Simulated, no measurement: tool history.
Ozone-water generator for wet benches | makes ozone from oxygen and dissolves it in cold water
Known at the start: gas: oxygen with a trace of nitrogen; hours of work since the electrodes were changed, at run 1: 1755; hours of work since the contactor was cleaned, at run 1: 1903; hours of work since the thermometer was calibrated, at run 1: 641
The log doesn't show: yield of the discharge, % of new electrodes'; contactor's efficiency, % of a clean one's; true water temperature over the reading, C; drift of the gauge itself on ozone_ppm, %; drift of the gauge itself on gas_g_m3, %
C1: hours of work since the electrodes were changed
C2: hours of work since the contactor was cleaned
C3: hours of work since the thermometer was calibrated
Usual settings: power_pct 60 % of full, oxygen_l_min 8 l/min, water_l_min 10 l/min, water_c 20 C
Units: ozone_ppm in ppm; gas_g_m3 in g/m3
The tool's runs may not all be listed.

Run 1, hour 0: usual settings; C1 1755; C2 1903; C3 641. Result: ozone_ppm 29.6 ppm, gas_g_m3 189.4 g/m3.
Run 2, hour 98.7: usual settings; C1 1833; C2 1982; C3 719. Result: ozone_ppm 28.5 ppm, gas_g_m3 187 g/m3.
Run 3, hour 215: usual settings but oxygen_l_min 7.28 l/min; C1 1926; C2 2075; C3 812. Result: ozone_ppm 28.9 ppm, gas_g_m3 198.7 g/m3.
Run 4, hour 343.2: usual settings but oxygen_l_min 7.28 l/min; C1 2028; C2 2177; C3 914. Result: ozone_ppm 29.3 ppm, gas_g_m3 194.5 g/m3.
Run 5, hour 453: usual settings; C1 2115; C2 2264; C3 1001. Result: ozone_ppm 28.7 ppm, gas_g_m3 186.8 g/m3.
Run 6, hour 606.6: usual settings; C1 2238; C2 2386; C3 1124. Result: ozone_ppm 28.2 ppm, gas_g_m3 184.6 g/m3.
Run 7, hour 721.7: usual settings; C1 2329; C2 2478; C3 1215. Result: ozone_ppm 28.1 ppm, gas_g_m3 184.1 g/m3.
Run 8, hour 860.2: usual settings; C1 2440; C2 2588; C3 1326. Result: ozone_ppm 28.1 ppm, gas_g_m3 183.7 g/m3.
Run 9, hour 974.4: usual settings; C1 2531; C2 2679; C3 1417. Result: ozone_ppm 27.9 ppm, gas_g_m3 183 g/m3.
Run 10, hour 1144.5: usual settings but oxygen_l_min 9.54 l/min; C1 2666; C2 2815; C3 1552. Result: ozone_ppm 26.9 ppm, gas_g_m3 167.5 g/m3.
Run 11, hour 1224.7: usual settings but oxygen_l_min 9.54 l/min; C1 2730; C2 2879; C3 1616. Result: ozone_ppm 26.6 ppm, gas_g_m3 167.6 g/m3.
Run 12, hour 1387.2: usual settings but oxygen_l_min 5.86 l/min; C1 2859; C2 3008; C3 1745. Result: ozone_ppm 29.1 ppm, gas_g_m3 210.3 g/m3.
Run 13, hour 1462: usual settings but oxygen_l_min 8.33 l/min; C1 2919; C2 3068; C3 1805. Result: ozone_ppm 27.4 ppm, gas_g_m3 176.2 g/m3.
Run 14, hour 1609.6: usual settings but oxygen_l_min 8.33 l/min; C1 3037; C2 3185; C3 1922. Result: ozone_ppm 27.2 ppm, gas_g_m3 177 g/m3.
Run 15, hour 1718.8: usual settings but oxygen_l_min 8.33 l/min; C1 3123; C2 3272; C3 2009. Result: ozone_ppm 27.3 ppm, gas_g_m3 175.8 g/m3.
Run 16, hour 1788.8: usual settings but water_l_min 7 l/min; C1 3179; C2 3328; C3 2065. Result: ozone_ppm 33.1 ppm, gas_g_m3 179.4 g/m3.
At hour 1878: contactor cleaned.
Run 17, hour 1939.4: usual settings but water_l_min 12 l/min; C1 3296; C2 49; C3 2182. Result: ozone_ppm 24.7 ppm, gas_g_m3 179.5 g/m3.
Run 18, hour 2013.3: usual settings but power_pct 70 % of full, water_c 27 C; C1 3355; C2 108; C3 2241. Result: ozone_ppm 25.5 ppm, gas_g_m3 196.3 g/m3.
Run 19, hour 2168.7: usual settings but power_pct 68 % of full, water_l_min 8 l/min, water_c 13 C; C1 3479; C2 232; C3 2365. Result: ozone_ppm 39.8 ppm, gas_g_m3 191 g/m3.
Run 20, hour 2320.8: usual settings but power_pct 68 % of full, water_l_min 8 l/min, water_c 13 C; C1 3600; C2 353; C3 2486. Result: ozone_ppm 39 ppm, gas_g_m3 192.8 g/m3.
Run 21, hour 2446.1: usual settings but power_pct 68 % of full, oxygen_l_min 6.52 l/min, water_l_min 9 l/min, water_c 13 C; C1 3700; C2 452; C3 2585. Result: ozone_ppm 37.8 ppm, gas_g_m3 209.8 g/m3.
Run 22, hour 2615.9: usual settings but water_l_min 6 l/min; C1 3835; C2 588; C3 2721. Result: ozone_ppm 35.2 ppm, gas_g_m3 176.8 g/m3.
Run 23, hour 2714.4: usual settings but oxygen_l_min 6.08 l/min, water_l_min 6 l/min, water_c 25 C; C1 3913; C2 666; C3 2799. Result: ozone_ppm 33 ppm, gas_g_m3 199.3 g/m3.
Run 24, hour 2845.1: usual settings but power_pct 94 % of full, oxygen_l_min 10.3 l/min, water_l_min 7 l/min; C1 4017; C2 770; C3 2903. Result: ozone_ppm 39.7 ppm, gas_g_m3 201.6 g/m3.
Run 25, hour 2983.7: usual settings but water_l_min 9 l/min, water_c 24 C; C1 4128; C2 881; C3 3014. Result: ozone_ppm 25.9 ppm, gas_g_m3 175.4 g/m3.
Run 26, hour 3095.8: usual settings but water_l_min 6 l/min, water_c 26 C; C1 4217; C2 970; C3 3103. Result: ozone_ppm 29.6 ppm, gas_g_m3 173.4 g/m3.
Run 27, hour 3206.5: usual settings but oxygen_l_min 10.14 l/min, water_c 13 C; C1 4305; C2 1058; C3 3191. Result: ozone_ppm 29.8 ppm, gas_g_m3 154.4 g/m3.
Run 28, hour 3288.3: usual settings but oxygen_l_min 13.04 l/min, water_c 16 C; C1 4370; C2 1123; C3 3256. Result: ozone_ppm 26 ppm, gas_g_m3 137.3 g/m3.
Run 29, hour 3362.4: usual settings but power_pct 77 % of full, oxygen_l_min 13.04 l/min, water_c 16 C; C1 4429; C2 1182; C3 3315. Result: ozone_ppm 30.2 ppm, gas_g_m3 157.3 g/m3.
Run 30, hour 3436.6: usual settings but oxygen_l_min 8.34 l/min; C1 4488; C2 1241; C3 3374. Result: ozone_ppm 26.5 ppm, gas_g_m3 169.9 g/m3.
Run 31, hour 3599.8: usual settings but oxygen_l_min 5.98 l/min, water_c 21 C; C1 4618; C2 1371; C3 3504. Result: ozone_ppm 27.3 ppm, gas_g_m3 196.7 g/m3.
Run 32, hour 3714.1: usual settings but power_pct 76 % of full, water_c 18 C; C1 4709; C2 1462; C3 3595. Result: ozone_ppm 31.4 ppm, gas_g_m3 193.6 g/m3.

The same runs without the tool's hidden state, with the same run-to-run variation:
run  ozone_ppm  gas_g_m3
  1       31.7     199.9
  2       30.7     197.9
  3       31.3     210.9
  4       31.8     207.1
  5       31.2     199.4
  6       30.8     197.8
  7       30.8     197.9
  8       30.9     198.2
  9       30.8     197.9
 10       29.9     181.9
 11       29.7     182.4
 12       32.6     229.7
 13       30.7     192.9
 14       30.6     194.5
 15       30.9     193.7
 16       37.3     198.1
 17       27.5     198.8
 18       28.8     220.3
 19       45.1     214.9
 20       44.4     217.9
 21       43.2     237.8
 22         40     199.4
 23       37.6     225.4
 24       47.3     237.9
 25       29.8     199.7
 26       34.1     198.2
 27       34.5       177
 28       30.2     157.5
 29       36.1     185.4
 30         31     195.9
 31       32.1     227.8
 32       37.9     230.5

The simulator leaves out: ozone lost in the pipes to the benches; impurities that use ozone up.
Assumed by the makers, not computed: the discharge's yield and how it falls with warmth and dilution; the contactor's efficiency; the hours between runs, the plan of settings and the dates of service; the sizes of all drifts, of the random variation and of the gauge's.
